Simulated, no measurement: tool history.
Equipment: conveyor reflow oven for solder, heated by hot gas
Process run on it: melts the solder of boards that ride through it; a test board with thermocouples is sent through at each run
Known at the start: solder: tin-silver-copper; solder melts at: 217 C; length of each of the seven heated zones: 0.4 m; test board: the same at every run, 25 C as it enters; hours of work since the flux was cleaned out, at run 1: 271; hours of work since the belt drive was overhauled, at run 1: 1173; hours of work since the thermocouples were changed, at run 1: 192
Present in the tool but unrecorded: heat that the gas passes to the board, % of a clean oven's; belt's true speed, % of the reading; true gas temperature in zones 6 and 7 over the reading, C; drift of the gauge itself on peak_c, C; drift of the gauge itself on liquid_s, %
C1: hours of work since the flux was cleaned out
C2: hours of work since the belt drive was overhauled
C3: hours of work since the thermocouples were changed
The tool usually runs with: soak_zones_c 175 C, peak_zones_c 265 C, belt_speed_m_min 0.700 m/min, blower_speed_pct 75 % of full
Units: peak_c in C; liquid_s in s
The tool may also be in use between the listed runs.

Run 1, day 0.000: usual settings; C1 271; C2 1173; C3 192. Result: peak_c 245.1 C, liquid_s 45.4 s.
Run 2, day 2.979: usual settings; C1 307; C2 1209; C3 228. Result: peak_c 245.4 C, liquid_s 45.1 s.
Run 3, day 6.821: usual settings; C1 354; C2 1256; C3 274. Result: peak_c 245.4 C, liquid_s 45.3 s.
Run 4, day 8.746: usual settings but blower_speed_pct 85 % of full; C1 377; C2 1279; C3 298. Result: peak_c 247.0 C, liquid_s 47.0 s.
At day 9.208: flux residue cleaned out of gas plates and filters.
Run 5, day 11.600: usual settings; C1 29; C2 1311; C3 330. Result: peak_c 245.3 C, liquid_s 45.3 s.
Run 6, day 13.396: usual settings; C1 51; C2 1333; C3 352. Result: peak_c 245.5 C, liquid_s 45.6 s.
Run 7, day 16.521: usual settings; C1 89; C2 1371; C3 390. Result: peak_c 245.3 C, liquid_s 45.5 s.
Run 8, day 19.100: usual settings; C1 120; C2 1403; C3 421. Result: peak_c 245.0 C, liquid_s 45.4 s.
Run 9, day 22.104: usual settings but peak_zones_c 268 C, blower_speed_pct 55 % of full; C1 157; C2 1439; C3 458. Result: peak_c 243.6 C, liquid_s 42.7 s.
At day 23.621: belt drive overhauled, speed set with a stopwatch.
Run 10, day 24.971: usual settings but belt_speed_m_min 0.592 m/min, blower_speed_pct 89 % of full; C1 190; C2 16; C3 490. Result: peak_c 252.5 C, liquid_s 61.9 s.
Run 11, day 27.446: usual settings but belt_speed_m_min 0.592 m/min, blower_speed_pct 89 % of full; C1 220; C2 46; C3 520. Result: peak_c 252.2 C, liquid_s 61.6 s.
Run 12, day 31.217: usual settings but soak_zones_c 188 C, peak_zones_c 259 C, belt_speed_m_min 0.782 m/min, blower_speed_pct 64 % of full; C1 265; C2 92; C3 566. Result: peak_c 237.8 C, liquid_s 36.9 s.
Run 13, day 34.858: usual settings but soak_zones_c 189 C, blower_speed_pct 59 % of full; C1 310; C2 137; C3 611. Result: peak_c 245.4 C, liquid_s 50.0 s.
Run 14, day 37.212: usual settings but soak_zones_c 168 C, belt_speed_m_min 0.701 m/min; C1 338; C2 165; C3 639. Result: peak_c 243.7 C, liquid_s 41.6 s.
Run 15, day 39.967: usual settings but soak_zones_c 161 C, peak_zones_c 259 C, belt_speed_m_min 0.753 m/min, blower_speed_pct 87 % of full; C1 372; C2 199; C3 673. Result: peak_c 236.6 C, liquid_s 30.7 s.

For each entry between runs, how does the tool's hidden state at the last listed run before it compare with that at the first listed run after it?
Run 4 -> run 5: flux residue cleaned out of gas plates and filters (day 9.208)
  heat that the gas passes to the board, % of a clean oven's: 99.9 -> 100
Run 9 -> run 10: belt drive overhauled, speed set with a stopwatch (day 23.621)
  belt's true speed, % of the reading: 99.92 -> 100; true gas temperature in zones 6 and 7 over the reading, C: -0.01 -> -0.02
